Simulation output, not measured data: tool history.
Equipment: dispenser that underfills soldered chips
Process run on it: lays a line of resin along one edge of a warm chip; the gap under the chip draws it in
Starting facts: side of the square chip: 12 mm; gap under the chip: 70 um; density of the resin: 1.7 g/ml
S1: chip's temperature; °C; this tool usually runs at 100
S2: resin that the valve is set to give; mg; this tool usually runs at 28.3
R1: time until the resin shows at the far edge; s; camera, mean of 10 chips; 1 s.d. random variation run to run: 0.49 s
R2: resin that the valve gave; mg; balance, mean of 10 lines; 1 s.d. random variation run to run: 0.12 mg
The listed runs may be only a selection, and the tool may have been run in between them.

| run | hour | S1 | S2 | R1 | R2 |
|---|---|---|---|---|---|
| 1 | 0.0 | 100 | 28.3 | 48.8 | 27.40 |
| 2 | 3.1 | 100 | 28.3 | 60.5 | 27.51 |
| 3 | 8.5 | 100 | 33.0 | 47.5 | 31.67 |
| 4 | 11.2 | 100 | 28.3 | 56.3 | 27.19 |
| 5 | 15.7 | 100 | 28.3 | 42.7 | 27.22 |
| 6 | 21.4 | 100 | 28.3 | 60.2 | 27.14 |
| 7 | 26.7 | 100 | 28.3 | 47.1 | 26.87 |
| 8 | 31.7 | 100 | 28.3 | 65.0 | 26.79 |
| 9 | 36.7 | 100 | 28.3 | 49.9 | 26.80 |
| 10 | 43.3 | 100 | 28.3 | 42.3 | 26.62 |
| 11 | 49.7 | 100 | 28.3 | 63.9 | 26.63 |
| 12 | 55.2 | 100 | 28.3 | 47.2 | 28.14 |
| 13 | 60.9 | 100 | 30.3 | 68.2 | 30.17 |
| 14 | 64.2 | 100 | 28.3 | 46.1 | 28.20 |
| 15 | 70.9 | 100 | 28.3 | 40.2 | 27.97 |
| 16 | 74.0 | 100 | 28.3 | 48.6 | 27.93 |
| 17 | 78.8 | 100 | 28.3 | 65.6 | 27.85 |
| 18 | 82.9 | 100 | 28.3 | 47.2 | 27.84 |
| 19 | 87.5 | 100 | 28.3 | 63.5 | 27.95 |
| 20 | 91.5 | 87 | 28.3 | 70.8 | 27.84 |
| 21 | 95.2 | 100 | 32.8 | 57.3 | 32.07 |
| 22 | 101.5 | 89 | 26.2 | 71.0 | 25.40 |
| 23 | 104.0 | 99 | 36.5 | 57.6 | 35.54 |
| 24 | 109.8 | 114 | 31.5 | 29.3 | 30.32 |
| 25 | 114.1 | 100 | 33.9 | 58.1 | 32.98 |
| 26 | 118.0 | 111 | 33.4 | 29.4 | 32.17 |
| 27 | 124.1 | 102 | 25.6 | 59.3 | 24.53 |
| 28 | 130.8 | 102 | 25.6 | 52.6 | 24.40 |
| 29 | 133.8 | 102 | 25.6 | 62.4 | 24.48 |
| 30 | 139.6 | 90 | 27.4 | 74.3 | 25.87 |
| 31 | 145.0 | 85 | 29.2 | 70.1 | 27.56 |
| 32 | 147.8 | 96 | 27.7 | 59.3 | 26.00 |
| 33 | 153.3 | 102 | 28.3 | 38.4 | 26.93 |
| 34 | 157.6 | 102 | 28.3 | 46.8 | 28.31 |

Put back what was entered between runs (19 entries, withheld): which listed runs does each sit between, and how does the hidden state differ from the listed run before to the listed run after?
In the gap between runs 2 and 3: new syringe of resin (hour 5.1)
  resin's viscosity, % of fresh resin's: 155.9 -> 122.7; dose that the valve gives, % of what is set: 96.76 -> 96.47; true chip temperature over the reading, C: -0.47 -> -0.49
  measured minus no-state result, R1: +22.2 -> +9.4 s; R2: -0.93 -> -1.16 mg
In the gap between runs 4 and 5: new syringe of resin (hour 14.3)
  resin's viscosity, % of fresh resin's: 145.1 -> 108.8; dose that the valve gives, % of what is set: 96.3 -> 96.07; true chip temperature over the reading, C: -0.5 -> -0.52
  measured minus no-state result, R1: +18.2 -> +4.2 s; R2: -1.04 -> -1.11 mg
In the gap between runs 6 and 7: new syringe of resin (hour 23.6)
  resin's viscosity, % of fresh resin's: 155.9 -> 121.8; dose that the valve gives, % of what is set: 95.73 -> 95.43; true chip temperature over the reading, C: -0.54 -> -0.56
  measured minus no-state result, R1: +22.5 -> +9.4 s; R2: -1.21 -> -1.29 mg
In the gap between runs 8 and 9: new syringe of resin (hour 32.9)
  resin's viscosity, % of fresh resin's: 166.6 -> 127; dose that the valve gives, % of what is set: 95.12 -> 94.81; true chip temperature over the reading, C: -0.58 -> -0.6
  measured minus no-state result, R1: +26.9 -> +11.6 s; R2: -1.37 -> -1.47 mg
In the gap between runs 9 and 10: new syringe of resin (hour 42.2)
  resin's viscosity, % of fresh resin's: 127 -> 107.2; dose that the valve gives, % of what is set: 94.81 -> 94.42; true chip temperature over the reading, C: -0.6 -> -0.63
  measured minus no-state result, R1: +11.6 -> +3.8 s; R2: -1.47 -> -1.57 mg
In the gap between runs 11 and 12: new syringe of resin (hour 51.3); dispensing valve cleaned and set on the balance (hour 54.4)
  resin's viscosity, % of fresh resin's: 160.6 -> 121.8; dose that the valve gives, % of what is set: 94.02 -> 99.96; true chip temperature over the reading, C: -0.65 -> -0.67
  measured minus no-state result, R1: +25.2 -> +9.3 s; R2: -1.69 -> -0.01 mg
In the gap between runs 13 and 14: new syringe of resin (hour 61.6)
  resin's viscosity, % of fresh resin's: 174 -> 117.9; dose that the valve gives, % of what is set: 99.6 -> 99.4; true chip temperature over the reading, C: -0.69 -> -0.7
  measured minus no-state result, R1: +29.9 -> +7.9 s; R2: -0.12 -> -0.17 mg
In the gap between runs 14 and 15: new syringe of resin (hour 70.8)
  resin's viscosity, % of fresh resin's: 117.9 -> 102.1; dose that the valve gives, % of what is set: 99.4 -> 99; true chip temperature over the reading, C: -0.7 -> -0.73
  measured minus no-state result, R1: +7.9 -> +1.8 s; R2: -0.17 -> -0.28 mg
In the gap between runs 17 and 18: new syringe of resin (hour 80.0)
  resin's viscosity, % of fresh resin's: 167.4 -> 121.8; dose that the valve gives, % of what is set: 98.53 -> 98.31; true chip temperature over the reading, C: -0.76 -> -0.77
  measured minus no-state result, R1: +27.3 -> +9.5 s; R2: -0.42 -> -0.48 mg
In the gap between runs 19 and 20: new syringe of resin (hour 89.1)
  resin's viscosity, % of fresh resin's: 162.4 -> 116.9; dose that the valve gives, % of what is set: 98.02 -> 97.8; true chip temperature over the reading, C: -0.79 -> -0.81
  measured minus no-state result, R1: +25.5 -> +12.0 s; R2: -0.56 -> -0.63 mg
In the gap between runs 21 and 22: new syringe of resin (hour 98.4)
  resin's viscosity, % of fresh resin's: 146.9 -> 123.5; dose that the valve gives, % of what is set: 97.57 -> 97.19; true chip temperature over the reading, C: -0.82 -> -0.84
  measured minus no-state result, R1: +19.3 -> +15.3 s; R2: -0.80 -> -0.73 mg
In the gap between runs 23 and 24: new syringe of resin (hour 107.6)
  resin's viscosity, % of fresh resin's: 145.2 -> 113.8; dose that the valve gives, % of what is set: 97.04 -> 96.69; true chip temperature over the reading, C: -0.86 -> -0.87
  measured minus no-state result, R1: +19.1 -> +4.2 s; R2: -1.09 -> -1.03 mg
In the gap between runs 25 and 26: new syringe of resin (hour 116.6)
  resin's viscosity, % of fresh resin's: 149.3 -> 108.7; dose that the valve gives, % of what is set: 96.42 -> 96.2; true chip temperature over the reading, C: -0.89 -> -0.91
  measured minus no-state result, R1: +20.5 -> +3.1 s; R2: -1.22 -> -1.27 mg
In the gap between runs 27 and 28: new syringe of resin (hour 125.8)
  resin's viscosity, % of fresh resin's: 159.2 -> 138.9; dose that the valve gives, % of what is set: 95.83 -> 95.43; true chip temperature over the reading, C: -0.93 -> -0.95
  measured minus no-state result, R1: +23.7 -> +16.1 s; R2: -1.07 -> -1.17 mg
In the gap between runs 29 and 30: new syringe of resin (hour 134.9)
  resin's viscosity, % of fresh resin's: 168 -> 134.8; dose that the valve gives, % of what is set: 95.25 -> 94.89; true chip temperature over the reading, C: -0.97 -> -0.99
  measured minus no-state result, R1: +27.1 -> +21.3 s; R2: -1.21 -> -1.39 mg
In the gap between runs 30 and 31: new syringe of resin (hour 143.9)
  resin's viscosity, % of fresh resin's: 134.8 -> 107.2; dose that the valve gives, % of what is set: 94.89 -> 94.58; true chip temperature over the reading, C: -0.99 -> -1.01
  measured minus no-state result, R1: +21.3 -> +7.2 s; R2: -1.39 -> -1.58 mg
In the gap between runs 32 and 33: new syringe of resin (hour 152.8)
  resin's viscosity, % of fresh resin's: 128 -> 103.3; dose that the valve gives, % of what is set: 94.41 -> 94.11; true chip temperature over the reading, C: -1.02 -> -1.04
  measured minus no-state result, R1: +14.6 -> +2.7 s; R2: -1.54 -> -1.69 mg
In the gap between runs 33 and 34: dispensing valve cleaned and set on the balance (hour 157.5)
  resin's viscosity, % of fresh resin's: 103.3 -> 127.3; dose that the valve gives, % of what is set: 94.11 -> 99.88; true chip temperature over the reading, C: -1.04 -> -1.05
  measured minus no-state result, R1: +2.7 -> +11.3 s; R2: -1.69 -> -0.04 mg

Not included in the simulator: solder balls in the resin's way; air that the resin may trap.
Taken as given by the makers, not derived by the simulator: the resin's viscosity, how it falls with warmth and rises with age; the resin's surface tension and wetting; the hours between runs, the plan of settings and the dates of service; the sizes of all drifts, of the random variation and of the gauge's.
